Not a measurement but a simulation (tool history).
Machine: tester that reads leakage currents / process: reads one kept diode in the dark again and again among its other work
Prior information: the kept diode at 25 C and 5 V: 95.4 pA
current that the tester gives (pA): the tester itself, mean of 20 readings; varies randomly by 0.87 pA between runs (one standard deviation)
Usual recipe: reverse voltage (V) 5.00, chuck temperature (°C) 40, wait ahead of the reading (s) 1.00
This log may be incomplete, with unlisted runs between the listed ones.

run,hour,reverse voltage (V),chuck temperature (°C),wait ahead of the reading (s),current that the tester gives (pA)
1,0.0,5.00,40,1.00,279.60
2,34.4,5.00,40,1.00,279.63
3,54.3,5.00,40,1.00,279.38
4,91.1,5.00,40,1.45,278.02
5,111.6,5.00,40,1.45,278.92
6,145.6,5.00,40,1.45,279.38
# hour 150.1: tester calibrated
7,167.7,5.00,40,1.45,279.45
8,194.6,8.86,40,1.00,355.39
9,220.2,8.86,40,1.00,353.79
# hour 236.2: tester calibrated, once more
10,242.8,5.00,40,5.02,278.16
11,262.3,5.00,40,5.02,277.08
12,286.7,1.05,48,0.32,251.70
13,318.0,1.59,48,0.32,297.56
14,344.3,4.16,48,0.32,443.04
15,371.2,9.12,26,6.28,133.35
16,396.1,5.00,40,0.44,279.45
17,433.7,8.04,42,0.31,391.88
18,451.0,2.81,39,1.97,203.88
19,480.1,5.00,21,0.84,71.52
20,498.5,5.00,40,0.32,280.18

Each row is a separate what-if for the run after 20, all from the same tool condition, not one after another. Results?
A,535.5,18.08,42,1.00,?
B,535.5,5.00,40,2.86,?
C,535.5,1.85,59,2.00,?

run,current that the tester gives (pA)
A,551.71
B,277.63
C,642.57
Without the tool's hidden state the same runs would have given:
run,current that the tester gives (pA)
A,565.16
B,289.74
C,677.64

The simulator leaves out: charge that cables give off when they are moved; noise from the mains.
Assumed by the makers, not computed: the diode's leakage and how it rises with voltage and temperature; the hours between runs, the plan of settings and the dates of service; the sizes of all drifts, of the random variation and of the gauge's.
